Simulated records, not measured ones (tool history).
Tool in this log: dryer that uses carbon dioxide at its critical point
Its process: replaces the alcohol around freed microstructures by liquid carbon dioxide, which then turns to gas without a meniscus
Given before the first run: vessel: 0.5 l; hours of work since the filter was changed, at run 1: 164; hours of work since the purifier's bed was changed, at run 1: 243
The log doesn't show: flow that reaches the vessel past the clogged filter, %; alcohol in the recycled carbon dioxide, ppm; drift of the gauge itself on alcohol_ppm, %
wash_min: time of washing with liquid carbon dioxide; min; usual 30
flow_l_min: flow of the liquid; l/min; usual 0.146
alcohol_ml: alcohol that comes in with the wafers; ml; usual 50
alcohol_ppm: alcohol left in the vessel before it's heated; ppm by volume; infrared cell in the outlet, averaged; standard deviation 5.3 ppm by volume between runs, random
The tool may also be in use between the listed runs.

run,day,wash_min,flow_l_min,alcohol_ml,hours of work since the filter was changed,hours of work since the purifier's bed was changed,alcohol_ppm
1,0,30,0.146,50,164,243,238
2,0.812,35,0.146,50,178,257,128
3,1.212,35,0.146,50,184,264,132
4,1.929,30,0.146,50,196,276,250
5,2.717,30,0.146,50,210,289,267
6,3.167,30,0.146,50,217,297,265
7,4.012,30,0.146,50,231,311,273
8,4.904,30,0.142,50,246,326,327
9,5.433,30,0.146,50,255,335,296
10,6.133,30,0.146,50,267,346,298
11,7.025,30,0.146,50,282,361,318
12,7.892,30,0.146,50,296,376,316
13,8.6,30,0.146,50,308,388,327
14,9.379,30,0.146,50,321,401,350
15,10.092,32,0.146,50,333,413,264
16,10.575,30,0.114,50,341,421,996
17,11.192,30,0.146,50,352,431,378
18,11.733,30,0.146,50,361,440,383
19,12.279,30,0.146,50,370,449,370
20,13.062,30,0.146,32,383,463,303
21,13.558,30,0.146,50,391,471,407
22,14.188,30,0.146,50,402,481,415
23,14.554,30,0.146,50,408,488,415
24,15.033,19,0.146,50,416,496,2654
25,15.921,19,0.248,59,431,511,406
26,16.542,20,0.181,30,441,521,669
27,17.329,18,0.135,30,455,534,2601
28,17.892,18,0.135,30,464,544,2623
# day 18.304: inlet filter changed
29,18.6,30,0.118,77,5,555,789
30,19.171,30,0.135,77,15,564,449
31,19.608,20,0.177,82,22,572,900
32,20.179,23,0.108,33,31,581,1623
33,20.662,23,0.108,33,40,589,1576
34,21.033,44,0.108,109,46,596,303
35,21.446,44,0.108,109,53,603,305
36,22.154,44,0.159,31,65,614,150
37,22.625,44,0.159,31,72,622,148
38,23.25,30,0.1,101,83,633,2311
39,23.912,31,0.146,83,94,644,356
40,24.596,31,0.146,83,105,655,368
41,25.283,30,0.094,61,117,667,1942
42,25.683,32,0.089,52,124,674,1595
43,26.5,32,0.089,52,137,687,1672
44,27.196,22,0.147,57,149,699,1181
45,27.646,22,0.153,37,157,706,731
46,28.292,34,0.221,28,168,717,183

What differs in the tool's unlogged condition from the final listed run ahead of each entry between runs to the first listed run following it?
Logged between run 28 and run 29: inlet filter changed (day 18.304)
  flow that reaches the vessel past the clogged filter, %: 84 -> 99.5; alcohol in the recycled carbon dioxide, ppm: 134.7 -> 137.3
  the result without the hidden state subtracted from the measured one, alcohol_ppm: +1256 -> +148 ppm by volume
